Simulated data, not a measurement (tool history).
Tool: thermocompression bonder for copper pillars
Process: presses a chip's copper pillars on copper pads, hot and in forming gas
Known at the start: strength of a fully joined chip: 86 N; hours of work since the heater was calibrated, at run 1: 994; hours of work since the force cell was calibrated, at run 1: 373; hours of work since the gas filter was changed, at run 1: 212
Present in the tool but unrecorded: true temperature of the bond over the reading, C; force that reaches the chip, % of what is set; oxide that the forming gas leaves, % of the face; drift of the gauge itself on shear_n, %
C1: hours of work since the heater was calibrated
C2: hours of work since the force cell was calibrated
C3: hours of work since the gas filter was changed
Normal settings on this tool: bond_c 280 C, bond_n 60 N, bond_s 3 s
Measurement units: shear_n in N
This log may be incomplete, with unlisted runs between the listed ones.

Run 1, day 0.000: usual settings; C1 994; C2 373; C3 212. Result: shear_n 50.0 N.
Run 2, day 1.496: usual settings; C1 1022; C2 400; C3 239. Result: shear_n 50.8 N.
Run 3, day 2.483: usual settings; C1 1040; C2 418; C3 257. Result: shear_n 50.6 N.
At day 2.646: heater calibrated with a thermocouple chip.
Run 4, day 3.383: usual settings; C1 14; C2 433; C3 272. Result: shear_n 47.0 N.
Run 5, day 4.592: usual settings; C1 36; C2 455; C3 294. Result: shear_n 48.1 N.
Run 6, day 5.562: usual settings; C1 53; C2 473; C3 312. Result: shear_n 48.1 N.
Run 7, day 6.404: usual settings; C1 69; C2 488; C3 328. Result: shear_n 48.7 N.
Run 8, day 7.262: usual settings but bond_c 251 C; C1 85; C2 504; C3 343. Result: shear_n 36.3 N.
At day 7.583: heater calibrated with a thermocouple chip, once more.
Run 9, day 8.654: usual settings but bond_n 88 N; C1 20; C2 528; C3 367. Result: shear_n 63.8 N.
Run 10, day 10.025: usual settings but bond_n 88 N; C1 45; C2 553; C3 393. Result: shear_n 65.5 N.
Run 11, day 11.012: usual settings but bond_c 275 C, bond_n 50 N; C1 63; C2 571; C3 411. Result: shear_n 45.4 N.
Run 12, day 12.371: usual settings but bond_n 59 N, bond_s 2 s; C1 88; C2 596; C3 436. Result: shear_n 45.9 N.
At day 12.933: forming gas filter changed.
Run 13, day 13.296: usual settings but bond_n 59 N, bond_s 2 s; C1 104; C2 613; C3 7. Result: shear_n 50.9 N.
Run 14, day 14.438: usual settings but bond_c 279 C, bond_n 50 N, bond_s 2 s; C1 125; C2 634; C3 28. Result: shear_n 44.4 N.
Run 15, day 15.146: usual settings but bond_c 279 C, bond_n 50 N, bond_s 2 s; C1 138; C2 647; C3 41. Result: shear_n 44.6 N.
Run 16, day 16.688: usual settings but bond_c 254 C, bond_n 50 N, bond_s 6 s; C1 167; C2 675; C3 69. Result: shear_n 50.5 N.

The next listed run, before its measurement:
Run 17, day 18.121: usual settings but bond_c 265 C, bond_n 62 N; C1 193; C2 701; C3 95. Result: shear_n ?.

{"run 17": {"shear_n": 50.2}}
Minus the tool's unlogged condition, the same run would have read shear_n 50.1 N.

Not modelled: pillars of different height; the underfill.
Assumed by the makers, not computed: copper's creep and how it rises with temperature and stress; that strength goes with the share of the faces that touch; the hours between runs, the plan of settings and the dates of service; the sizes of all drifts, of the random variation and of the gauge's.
